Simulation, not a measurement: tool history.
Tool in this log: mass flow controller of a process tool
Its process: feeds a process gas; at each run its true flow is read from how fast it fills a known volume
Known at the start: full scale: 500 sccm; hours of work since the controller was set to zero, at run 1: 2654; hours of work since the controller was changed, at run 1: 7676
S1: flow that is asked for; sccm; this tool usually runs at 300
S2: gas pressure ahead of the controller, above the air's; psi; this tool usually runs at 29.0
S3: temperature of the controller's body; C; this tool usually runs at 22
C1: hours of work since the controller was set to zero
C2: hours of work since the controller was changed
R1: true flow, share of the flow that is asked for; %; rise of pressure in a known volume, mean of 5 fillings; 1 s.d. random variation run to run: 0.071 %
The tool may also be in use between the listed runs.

{"run": 1, "hour": 0.0, "S1": 300, "S2": 29.0, "S3": 22, "C1": 2654, "C2": 7676, "R1": 99.56}
{"run": 2, "hour": 481.9, "S1": 300, "S2": 29.0, "S3": 22, "C1": 3029, "C2": 8051, "R1": 99.48}
{"run": 3, "hour": 766.1, "S1": 300, "S2": 29.0, "S3": 22, "C1": 3250, "C2": 8272, "R1": 99.39}
{"run": 4, "hour": 1128.6, "S1": 300, "S2": 29.0, "S3": 22, "C1": 3532, "C2": 8554, "R1": 99.35}
{"run": 5, "hour": 1416.1, "S1": 300, "S2": 33.9, "S3": 22, "C1": 3755, "C2": 8777, "R1": 99.03}
{"run": 6, "hour": 1657.1, "S1": 300, "S2": 35.1, "S3": 22, "C1": 3943, "C2": 8965, "R1": 98.87}
{"run": 7, "hour": 2127.9, "S1": 300, "S2": 35.1, "S3": 23, "C1": 4309, "C2": 9331, "R1": 98.76}
{"run": 8, "hour": 2514.4, "S1": 300, "S2": 29.0, "S3": 22, "C1": 4610, "C2": 9632, "R1": 98.95}
{"hour": 2807.4, "done": "controller's zero set anew"}
{"run": 9, "hour": 2923.1, "S1": 300, "S2": 29.0, "S3": 22, "C1": 90, "C2": 9949, "R1": 100.56}
{"run": 10, "hour": 3279.7, "S1": 300, "S2": 29.0, "S3": 22, "C1": 367, "C2": 10226, "R1": 100.4}
{"run": 11, "hour": 3582.1, "S1": 300, "S2": 29.0, "S3": 22, "C1": 602, "C2": 10462, "R1": 100.39}
{"run": 12, "hour": 4030.3, "S1": 300, "S2": 29.0, "S3": 22, "C1": 951, "C2": 10810, "R1": 100.42}
{"run": 13, "hour": 4454.6, "S1": 300, "S2": 29.0, "S3": 22, "C1": 1281, "C2": 11140, "R1": 100.26}
{"run": 14, "hour": 4854.7, "S1": 300, "S2": 29.0, "S3": 22, "C1": 1592, "C2": 11451, "R1": 100.15}
{"run": 15, "hour": 5163.2, "S1": 300, "S2": 29.0, "S3": 22, "C1": 1832, "C2": 11691, "R1": 100.02}
{"run": 16, "hour": 5578.0, "S1": 300, "S2": 29.0, "S3": 22, "C1": 2155, "C2": 12014, "R1": 100.03}
{"run": 17, "hour": 6103.7, "S1": 153, "S2": 29.0, "S3": 22, "C1": 2564, "C2": 12423, "R1": 98.62}
{"run": 18, "hour": 6397.5, "S1": 153, "S2": 29.0, "S3": 22, "C1": 2792, "C2": 12651, "R1": 98.2}
{"hour": 6641.0, "done": "controller exchanged for a calibrated one"}
{"run": 19, "hour": 6726.1, "S1": 153, "S2": 29.0, "S3": 22, "C1": 66, "C2": 66, "R1": 99.16}
{"run": 20, "hour": 7044.6, "S1": 150, "S2": 26.8, "S3": 21, "C1": 314, "C2": 314, "R1": 99.05}
{"run": 21, "hour": 7534.6, "S1": 150, "S2": 26.7, "S3": 21, "C1": 695, "C2": 695, "R1": 98.98}
{"run": 22, "hour": 7756.1, "S1": 179, "S2": 31.0, "S3": 34, "C1": 867, "C2": 867, "R1": 97.57}
{"run": 23, "hour": 7975.0, "S1": 53, "S2": 29.0, "S3": 24, "C1": 1038, "C2": 1038, "R1": 96.35}
{"run": 24, "hour": 8216.1, "S1": 145, "S2": 31.6, "S3": 28, "C1": 1225, "C2": 1225, "R1": 97.57}
{"run": 25, "hour": 8619.0, "S1": 62, "S2": 35.2, "S3": 21, "C1": 1538, "C2": 1538, "R1": 95.98}
{"run": 26, "hour": 9034.4, "S1": 109, "S2": 37.4, "S3": 30, "C1": 1861, "C2": 1861, "R1": 95.99}
{"run": 27, "hour": 9559.3, "S1": 112, "S2": 38.7, "S3": 39, "C1": 2270, "C2": 2270, "R1": 95.01}
{"run": 28, "hour": 10063.8, "S1": 112, "S2": 35.5, "S3": 39, "C1": 2662, "C2": 2662, "R1": 94.71}
{"run": 29, "hour": 10320.0, "S1": 300, "S2": 29.0, "S3": 24, "C1": 2861, "C2": 2861, "R1": 98.72}
{"run": 30, "hour": 10593.0, "S1": 300, "S2": 29.0, "S3": 24, "C1": 3074, "C2": 3074, "R1": 98.51}
{"run": 31, "hour": 11060.1, "S1": 227, "S2": 28.9, "S3": 31, "C1": 3437, "C2": 3437, "R1": 97.24}
{"run": 32, "hour": 11354.6, "S1": 227, "S2": 28.9, "S3": 31, "C1": 3666, "C2": 3666, "R1": 97.16}
{"run": 33, "hour": 11682.1, "S1": 73, "S2": 29.0, "S3": 23, "C1": 3921, "C2": 3921, "R1": 93.15}
{"run": 34, "hour": 12167.7, "S1": 98, "S2": 34.8, "S3": 32, "C1": 4298, "C2": 4298, "R1": 93.29}
{"run": 35, "hour": 12475.9, "S1": 428, "S2": 27.0, "S3": 22, "C1": 4538, "C2": 4538, "R1": 99.44}
{"run": 36, "hour": 12757.8, "S1": 428, "S2": 27.0, "S3": 22, "C1": 4757, "C2": 4757, "R1": 99.43}
{"hour": 12873.0, "done": "controller's zero set anew"}
{"run": 37, "hour": 13175.6, "S1": 428, "S2": 27.0, "S3": 22, "C1": 235, "C2": 5082, "R1": 100.44}
{"run": 38, "hour": 13638.1, "S1": 300, "S2": 26.7, "S3": 34, "C1": 595, "C2": 5442, "R1": 98.92}

4 ways to go on from here, each from the tool as it stands after run 38. What would each give?
{"run": "A", "hour": 13859.0, "S1": 455, "S2": 26.7, "S3": 25, "C1": 767, "C2": 5613, "R1": "?"}
{"run": "B", "hour": 13859.0, "S1": 300, "S2": 35.5, "S3": 22, "C1": 767, "C2": 5613, "R1": "?"}
{"run": "C", "hour": 13859.0, "S1": 309, "S2": 38.0, "S3": 22, "C1": 767, "C2": 5613, "R1": "?"}
{"run": "D", "hour": 13859.0, "S1": 219, "S2": 26.7, "S3": 34, "C1": 767, "C2": 5613, "R1": "?"}

run=A R1=100.27
run=B R1=99.45
run=C R1=99.38
run=D R1=98.40
With the hidden condition removed and each run's random variation left untouched, the same runs would have given:
run=A R1=99.93
run=B R1=99.23
run=C R1=99.14
run=D R1=98.30
